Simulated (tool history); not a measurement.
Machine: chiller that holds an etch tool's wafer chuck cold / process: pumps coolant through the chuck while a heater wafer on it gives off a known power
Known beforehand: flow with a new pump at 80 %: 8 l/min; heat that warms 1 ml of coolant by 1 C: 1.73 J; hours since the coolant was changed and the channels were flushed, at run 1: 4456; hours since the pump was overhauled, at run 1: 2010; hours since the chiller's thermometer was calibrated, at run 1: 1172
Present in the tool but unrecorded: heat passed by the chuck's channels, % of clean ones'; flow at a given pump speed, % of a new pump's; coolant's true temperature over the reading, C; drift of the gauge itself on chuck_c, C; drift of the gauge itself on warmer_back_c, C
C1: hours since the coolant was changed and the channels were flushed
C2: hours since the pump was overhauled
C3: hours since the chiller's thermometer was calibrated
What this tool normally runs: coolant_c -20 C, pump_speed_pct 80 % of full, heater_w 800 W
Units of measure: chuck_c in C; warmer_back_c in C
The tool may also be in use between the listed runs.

Run 1, hour 0.0: usual settings; C1 4456; C2 2010; C3 1172. Result: chuck_c -10.9 C, warmer_back_c 3.52 C.
Run 2, hour 24.4: usual settings; C1 4480; C2 2034; C3 1196. Result: chuck_c -10.8 C, warmer_back_c 3.58 C.
Run 3, hour 49.8: usual settings; C1 4505; C2 2060; C3 1222. Result: chuck_c -10.8 C, warmer_back_c 3.59 C.
Run 4, hour 87.4: usual settings; C1 4543; C2 2097; C3 1259. Result: chuck_c -11.0 C, warmer_back_c 3.56 C.
Run 5, hour 117.9: usual settings; C1 4574; C2 2128; C3 1290. Result: chuck_c -11.0 C, warmer_back_c 3.59 C.
Run 6, hour 163.2: usual settings; C1 4619; C2 2173; C3 1335. Result: chuck_c -10.8 C, warmer_back_c 3.63 C.
Run 7, hour 195.0: usual settings; C1 4651; C2 2205; C3 1367. Result: chuck_c -10.7 C, warmer_back_c 3.58 C.
Run 8, hour 221.0: usual settings; C1 4677; C2 2231; C3 1393. Result: chuck_c -10.8 C, warmer_back_c 3.59 C.
Run 9, hour 260.0: usual settings but heater_w 618 W; C1 4716; C2 2270; C3 1432. Result: chuck_c -12.8 C, warmer_back_c 2.82 C.
Run 10, hour 289.5: usual settings but heater_w 618 W; C1 4745; C2 2300; C3 1461. Result: chuck_c -13.0 C, warmer_back_c 2.84 C.
Run 11, hour 316.3: usual settings; C1 4772; C2 2326; C3 1488. Result: chuck_c -10.9 C, warmer_back_c 3.66 C.
Run 12, hour 364.9: usual settings; C1 4821; C2 2375; C3 1537. Result: chuck_c -10.9 C, warmer_back_c 3.61 C.
Run 13, hour 391.1: usual settings; C1 4847; C2 2401; C3 1563. Result: chuck_c -10.9 C, warmer_back_c 3.55 C.
Run 14, hour 414.6: usual settings; C1 4870; C2 2425; C3 1586. Result: chuck_c -10.7 C, warmer_back_c 3.64 C.
Run 15, hour 444.8: usual settings but coolant_c -23 C; C1 4900; C2 2455; C3 1616. Result: chuck_c -13.8 C, warmer_back_c 3.61 C.
Run 16, hour 472.0: usual settings but coolant_c -23 C; C1 4928; C2 2482; C3 1644. Result: chuck_c -14.0 C, warmer_back_c 3.63 C.
Run 17, hour 516.7: usual settings but coolant_c -23 C; C1 4972; C2 2527; C3 1688. Result: chuck_c -13.8 C, warmer_back_c 3.61 C.
Run 18, hour 572.0: usual settings but coolant_c -30 C, pump_speed_pct 73 % of full, heater_w 1046 W; C1 5028; C2 2582; C3 1744. Result: chuck_c -16.8 C, warmer_back_c 5.20 C.
Run 19, hour 616.5: usual settings but coolant_c -25 C, pump_speed_pct 87 % of full, heater_w 583 W; C1 5072; C2 2627; C3 1788. Result: chuck_c -18.7 C, warmer_back_c 2.46 C.
Run 20, hour 664.7: usual settings but pump_speed_pct 99 % of full; C1 5120; C2 2675; C3 1836. Result: chuck_c -12.4 C, warmer_back_c 2.89 C.
At hour 669.5: chiller's thermometer calibrated.
Run 21, hour 702.7: usual settings but coolant_c -27 C, pump_speed_pct 97 % of full; C1 5157; C2 2712; C3 33. Result: chuck_c -19.1 C, warmer_back_c 2.95 C.
Run 22, hour 741.6: usual settings but pump_speed_pct 99 % of full, heater_w 580 W; C1 5196; C2 2751; C3 72. Result: chuck_c -14.7 C, warmer_back_c 2.09 C.
At hour 772.7: chiller's thermometer calibrated, once more.
Run 23, hour 776.4: usual settings but heater_w 1075 W; C1 5230; C2 2784; C3 4. Result: chuck_c -7.3 C, warmer_back_c 4.93 C.
Run 24, hour 803.1: usual settings but coolant_c -14 C, pump_speed_pct 70 % of full, heater_w 425 W; C1 5257; C2 2811; C3 30. Result: chuck_c -8.3 C, warmer_back_c 2.17 C.
Run 25, hour 858.8: usual settings but coolant_c -13 C, pump_speed_pct 89 % of full, heater_w 922 W; C1 5312; C2 2867; C3 86. Result: chuck_c -3.2 C, warmer_back_c 3.74 C.
Run 26, hour 903.4: usual settings but coolant_c -13 C, pump_speed_pct 89 % of full, heater_w 562 W; C1 5357; C2 2911; C3 131. Result: chuck_c -7.0 C, warmer_back_c 2.29 C.
Run 27, hour 940.2: usual settings but coolant_c -23 C, pump_speed_pct 76 % of full, heater_w 562 W; C1 5394; C2 2948; C3 167. Result: chuck_c -16.1 C, warmer_back_c 2.72 C.
Run 28, hour 981.4: usual settings but coolant_c -13 C; C1 5435; C2 2989; C3 209. Result: chuck_c -3.6 C, warmer_back_c 3.67 C.

What will run 29 give?
Run 29, hour 1006.2: usual settings but coolant_c -13 C, pump_speed_pct 78 % of full, heater_w 505 W; C1 5460; C2 3014; C3 233. Result: chuck_c ?, warmer_back_c ?.

chuck_c: -7.1 C
warmer_back_c: 2.35 C
Were there no unlogged condition in the tool, this run, its random variation unchanged, would have produced chuck_c -7.9 C, warmer_back_c 2.24 C.
